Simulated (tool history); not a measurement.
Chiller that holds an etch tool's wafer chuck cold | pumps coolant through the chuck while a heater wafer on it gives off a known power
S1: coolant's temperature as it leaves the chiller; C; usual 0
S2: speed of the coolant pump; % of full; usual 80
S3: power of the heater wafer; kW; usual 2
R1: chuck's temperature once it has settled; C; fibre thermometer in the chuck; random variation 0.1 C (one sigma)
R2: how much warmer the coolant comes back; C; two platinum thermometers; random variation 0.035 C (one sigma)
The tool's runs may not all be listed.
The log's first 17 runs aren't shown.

{"run": 18, "day": 34.429, "S1": 0, "S2": 80, "S3": 2, "R1": 17.7, "R2": 5.85}
{"run": 19, "day": 36.546, "S1": 0, "S2": 84, "S3": 2.77, "R1": 23.9, "R2": 7.7}
{"run": 20, "day": 38.312, "S1": 9, "S2": 91, "S3": 1.418, "R1": 20.8, "R2": 3.66}
{"run": 21, "day": 39.483, "S1": 9, "S2": 91, "S3": 1.418, "R1": 20.8, "R2": 3.55}
{"run": 22, "day": 40.904, "S1": 3, "S2": 80, "S3": 2, "R1": 20.9, "R2": 5.82}
{"run": 23, "day": 43.221, "S1": 3, "S2": 80, "S3": 2, "R1": 20.7, "R2": 5.74}
{"run": 24, "day": 45.433, "S1": 3, "S2": 80, "S3": 1.088, "R1": 12.8, "R2": 3.04}
{"run": 25, "day": 46.633, "S1": 3, "S2": 80, "S3": 1.088, "R1": 12.6, "R2": 3}
{"run": 26, "day": 49.083, "S1": 3, "S2": 80, "S3": 1.088, "R1": 12.8, "R2": 3}
{"run": 27, "day": 51.379, "S1": 8, "S2": 72, "S3": 2.727, "R1": 34, "R2": 8.7}
{"run": 28, "day": 53.6, "S1": 1, "S2": 89, "S3": 2.658, "R1": 23.3, "R2": 6.75}
{"run": 29, "day": 55.742, "S1": 1, "S2": 89, "S3": 2.658, "R1": 23.2, "R2": 6.8}
{"run": 30, "day": 57.121, "S1": 1, "S2": 86, "S3": 2.435, "R1": 21.6, "R2": 6.35}
{"day": 58.512, "done": "chiller's thermometer calibrated"}
{"run": 31, "day": 59.292, "S1": 3, "S2": 80, "S3": 1.301, "R1": 14.6, "R2": 3.5}

Forecast each of these 5 alternatives for the next run:
{"run": "A", "day": 60.654, "S1": 3, "S2": 66, "S3": 1.301, "R1": "?", "R2": "?"}
{"run": "B", "day": 60.654, "S1": 3, "S2": 80, "S3": 1.366, "R1": "?", "R2": "?"}
{"run": "C", "day": 60.654, "S1": 6, "S2": 80, "S3": 2.012, "R1": "?", "R2": "?"}
{"run": "D", "day": 60.654, "S1": 3, "S2": 69, "S3": 1.301, "R1": "?", "R2": "?"}
{"run": "E", "day": 60.654, "S1": 8, "S2": 75, "S3": 1.038, "R1": "?", "R2": "?"}

run=A R1=15.9 R2=4.28
run=B R1=15.1 R2=3.68
run=C R1=23.9 R2=5.57
run=D R1=15.6 R2=4.07
run=E R1=17.5 R2=2.94
Without the tool's hidden state the same runs would have given:
run=A R1=15.9 R2=4.67
run=B R1=15.1 R2=4.07
run=C R1=23.9 R2=5.96
run=D R1=15.6 R2=4.46
run=E R1=17.5 R2=3.34

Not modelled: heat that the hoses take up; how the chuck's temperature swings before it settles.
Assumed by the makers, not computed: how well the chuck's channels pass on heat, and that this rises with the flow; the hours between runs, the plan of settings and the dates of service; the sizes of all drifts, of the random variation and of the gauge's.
